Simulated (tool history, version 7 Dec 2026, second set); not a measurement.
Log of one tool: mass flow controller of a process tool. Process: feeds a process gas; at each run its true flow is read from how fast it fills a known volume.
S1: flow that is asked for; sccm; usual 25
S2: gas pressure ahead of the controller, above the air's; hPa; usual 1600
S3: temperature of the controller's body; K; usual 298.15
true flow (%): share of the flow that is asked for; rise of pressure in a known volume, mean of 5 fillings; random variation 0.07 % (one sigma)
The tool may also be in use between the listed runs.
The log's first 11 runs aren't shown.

{"run": 12, "hour": 604.1, "S1": 25, "S2": 1600, "S3": 298.15, "true flow (%)": 99.27}
{"run": 13, "hour": 681.1, "S1": 25, "S2": 1830, "S3": 298.15, "true flow (%)": 99.35}
{"run": 14, "hour": 740.0, "S1": 25, "S2": 1830, "S3": 298.15, "true flow (%)": 99.37}
{"run": 15, "hour": 776.6, "S1": 25, "S2": 1600, "S3": 298.15, "true flow (%)": 99.13}
{"run": 16, "hour": 811.6, "S1": 15, "S2": 1600, "S3": 298.15, "true flow (%)": 99.02}
{"run": 17, "hour": 871.0, "S1": 15, "S2": 1600, "S3": 298.15, "true flow (%)": 98.91}
{"run": 18, "hour": 920.0, "S1": 44, "S2": 1600, "S3": 298.15, "true flow (%)": 99.73}
{"run": 19, "hour": 985.5, "S1": 25, "S2": 2320, "S3": 298.15, "true flow (%)": 99.66}
{"run": 20, "hour": 1044.7, "S1": 25, "S2": 1790, "S3": 306.15, "true flow (%)": 99.96}
{"run": 21, "hour": 1118.7, "S1": 46, "S2": 2650, "S3": 300.15, "true flow (%)": 100.35}
{"run": 22, "hour": 1186.6, "S1": 45, "S2": 2700, "S3": 304.15, "true flow (%)": 100.67}
{"run": 23, "hour": 1255.6, "S1": 45, "S2": 2700, "S3": 304.15, "true flow (%)": 100.7}
{"run": 24, "hour": 1332.5, "S1": 23, "S2": 2690, "S3": 299.15, "true flow (%)": 99.8}
{"run": 25, "hour": 1398.5, "S1": 12, "S2": 1760, "S3": 294.15, "true flow (%)": 98.77}
{"run": 26, "hour": 1452.2, "S1": 10, "S2": 1640, "S3": 307.15, "true flow (%)": 99.51}
{"run": 27, "hour": 1512.5, "S1": 9, "S2": 2530, "S3": 307.15, "true flow (%)": 100.18}
{"run": 28, "hour": 1581.3, "S1": 25, "S2": 2540, "S3": 303.15, "true flow (%)": 100.09}
{"run": 29, "hour": 1620.5, "S1": 25, "S2": 2540, "S3": 303.15, "true flow (%)": 100.15}
{"run": 30, "hour": 1687.5, "S1": 8, "S2": 1510, "S3": 295.15, "true flow (%)": 98.6}
{"run": 31, "hour": 1748.0, "S1": 34, "S2": 1510, "S3": 309.15, "true flow (%)": 100.24}
{"run": 32, "hour": 1792.8, "S1": 34, "S2": 1510, "S3": 309.15, "true flow (%)": 100.14}
{"run": 33, "hour": 1862.2, "S1": 47, "S2": 1510, "S3": 310.15, "true flow (%)": 100.48}

4 ways to go on from here, each from the tool as it stands after run 33. What would each give?
{"run": "A", "hour": 1917.2, "S1": 7, "S2": 1510, "S3": 310.15, "true flow (%)": "?"}
{"run": "B", "hour": 1917.2, "S1": 47, "S2": 2330, "S3": 301.15, "true flow (%)": "?"}
{"run": "C", "hour": 1917.2, "S1": 25, "S2": 2140, "S3": 298.15, "true flow (%)": "?"}
{"run": "D", "hour": 1917.2, "S1": 6, "S2": 1510, "S3": 297.15, "true flow (%)": "?"}

run=A true_flow_(%)=99.69
run=B true_flow_(%)=100.43
run=C true_flow_(%)=99.56
run=D true_flow_(%)=98.81
Without the tool's hidden state the same runs would have given:
run=A true_flow_(%)=99.68
run=B true_flow_(%)=100.43
run=C true_flow_(%)=99.56
run=D true_flow_(%)=98.79
